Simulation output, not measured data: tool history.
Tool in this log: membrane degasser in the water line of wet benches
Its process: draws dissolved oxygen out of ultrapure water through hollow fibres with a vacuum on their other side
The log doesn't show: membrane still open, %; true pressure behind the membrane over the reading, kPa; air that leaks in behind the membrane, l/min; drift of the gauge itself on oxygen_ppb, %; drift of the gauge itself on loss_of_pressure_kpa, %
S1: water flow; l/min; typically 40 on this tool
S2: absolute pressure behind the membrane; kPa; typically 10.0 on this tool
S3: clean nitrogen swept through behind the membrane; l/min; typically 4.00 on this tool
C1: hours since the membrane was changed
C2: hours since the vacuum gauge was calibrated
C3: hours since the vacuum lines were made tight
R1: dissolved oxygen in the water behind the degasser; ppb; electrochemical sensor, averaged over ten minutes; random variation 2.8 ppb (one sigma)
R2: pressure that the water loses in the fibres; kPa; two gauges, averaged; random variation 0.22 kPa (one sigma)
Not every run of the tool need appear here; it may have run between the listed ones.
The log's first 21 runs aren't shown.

run	day	S1	S2	S3	C1	C2	C3	R1	R2
22	191.917	46	6.7	4.00	14244	662	3571	328.9	63.09
23	202.062	40	23.9	9.66	14487	905	3815	360.8	54.98
24	209.371	40	9.4	2.60	14662	1081	3990	364.4	54.91
25	219.617	40	10.0	8.46	14908	1327	4236	235.2	55.00
26	229.296	40	6.2	4.00	15141	1559	4468	228.7	54.83
27	240.842	40	6.2	4.00	15418	1836	4745	227.8	54.92
28	247.733	25	6.5	7.14	15583	2001	4911	56.3	34.51
29	258.621	58	22.8	7.19	15844	2263	5172	753.0	80.04
30	269.592	58	22.8	7.19	16108	2526	5435	759.2	79.99

Below are 4 alternative next runs, each starting from the tool's condition after run 30. Predict each:
A	279.625	58	11.3	2.00	16349	2767	5676	?	?
B	279.625	57	10.0	1.70	16349	2767	5676	?	?
C	279.625	58	22.8	3.78	16349	2767	5676	?	?
D	279.625	30	18.9	4.68	16349	2767	5676	?	?

run	R1	R2
A	869.4	79.86
B	829.4	78.40
C	1032.6	79.82
D	300.8	41.53
The same runs, with their run-to-run variation unchanged, on a tool lacking any hidden condition would have given:
run	R1	R2
A	792.0	74.51
B	754.1	73.14
C	955.8	74.47
D	280.1	38.75
